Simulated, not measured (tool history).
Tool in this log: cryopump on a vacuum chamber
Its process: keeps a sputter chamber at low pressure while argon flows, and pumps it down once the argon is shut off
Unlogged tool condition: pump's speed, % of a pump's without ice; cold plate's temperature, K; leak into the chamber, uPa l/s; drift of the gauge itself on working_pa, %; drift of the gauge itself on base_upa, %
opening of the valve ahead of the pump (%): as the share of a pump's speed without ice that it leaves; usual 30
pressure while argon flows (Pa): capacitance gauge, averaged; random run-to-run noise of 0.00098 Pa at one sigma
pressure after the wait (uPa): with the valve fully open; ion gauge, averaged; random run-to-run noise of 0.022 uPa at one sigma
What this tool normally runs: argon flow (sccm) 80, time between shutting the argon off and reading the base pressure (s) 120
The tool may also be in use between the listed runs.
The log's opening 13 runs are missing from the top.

run    hour  argon flow (sccm)  time between shutting the argon off and reading the base pressure (s)  opening of the valve ahead of the pump (%)  hours of work since the pump was warmed up and emptied  hours of work since the cold head was overhauled  hours of work since the chamber's fittings were tightened  pressure while argon flows (Pa)  pressure after the wait (uPa)
 14  1038.6                 80                                                                    120                                          30                                                     459                                              2085                                                         84                           0.2351                            0.6
 15  1088.8                 80                                                                    120                                          30                                                     488                                              2114                                                        114                           0.2349                           0.58
     1176.9  -- pump warmed up, emptied and cooled again
 16  1200.5                116                                                                    120                                          30                                                      14                                              2177                                                        176                           0.3076                           0.51
 17  1257.7                116                                                                    120                                          30                                                      47                                              2210                                                        209                           0.3113                           0.54
 18    1367                 33                                                                     51                                          19                                                     111                                              2274                                                        273                           0.1408                            1.1
 19  1472.8                 98                                                                     62                                          33                                                     173                                              2336                                                        335                           0.2457                           0.95
 20  1531.7                 98                                                                     62                                          33                                                     207                                              2370                                                        369                           0.2488                           0.92
 21  1631.5                114                                                                     82                                          33                                                     265                                              2428                                                        427                           0.2919                           0.81
 22  1689.7                 89                                                                     23                                          33                                                     299                                              2462                                                        461                             0.23                           2.28
 23  1776.3                 89                                                                     23                                          33                                                     350                                              2513                                                        512                           0.2323                           2.23
 24  1835.1                 88                                                                     69                                          24                                                     384                                              2547                                                        546                           0.3128                           0.89
 25  1927.2                 80                                                                    120                                          30                                                     438                                              2601                                                        600                           0.2338                           0.64
 26  1974.7                 67                                                                     35                                          29                                                     466                                              2629                                                        628                           0.2026                           1.64
 27  2061.1                 80                                                                    249                                          47                                                     516                                              2679                                                        678                           0.1631                           0.49
     2098.1  -- pump warmed up, emptied and cooled again
 28  2172.8                 44                                                                     21                                          32                                                      44                                              2741                                                        740                           0.1108                           2.44
 29    2221                 80                                                                     45                                          30                                                      72                                              2769                                                        769                           0.2163                           1.24
 30  2281.1                 80                                                                     25                                          17                                                     107                                              2805                                                        804                           0.3785                           2.13
 31  2394.7                 80                                                                     25                                          17                                                     173                                              2871                                                        870                           0.3798                           2.05
 32  2477.2                117                                                                    114                                          30                                                     221                                              2919                                                        918                           0.3266                           0.68
 33  2552.2                 80                                                                    120                                          26                                                     265                                              2963                                                        962                           0.2552                           0.62
 34  2619.6                 80                                                                     29                                          50                                                     304                                              3002                                                       1001                           0.1429                           1.95

4 ways to go on from here, each from the tool as it stands after run 34. What would each give?
  A  2718.2                125                                                                     29                                          54                                                     362                                              3060                                                       1059                                ?                              ?
  B  2718.2                150                                                                     33                                          34                                                     362                                              3060                                                       1059                                ?                              ?
  C  2718.2                 80                                                                     57                                          15                                                     362                                              3060                                                       1059                                ?                              ?
  D  2718.2                147                                                                    120                                          56                                                     362                                              3060                                                       1059                                ?                              ?

run  pressure while argon flows (Pa)  pressure after the wait (uPa)
  A                           0.2122                           1.88
  B                           0.3842                           1.76
  C                           0.4413                           1.12
  D                           0.2418                           0.69
What these runs would have given with no unlogged condition in the tool:
run  pressure while argon flows (Pa)  pressure after the wait (uPa)
  A                           0.1831                           1.72
  B                           0.3492                            1.6
  C                           0.4226                           0.96
  D                           0.2074                           0.53
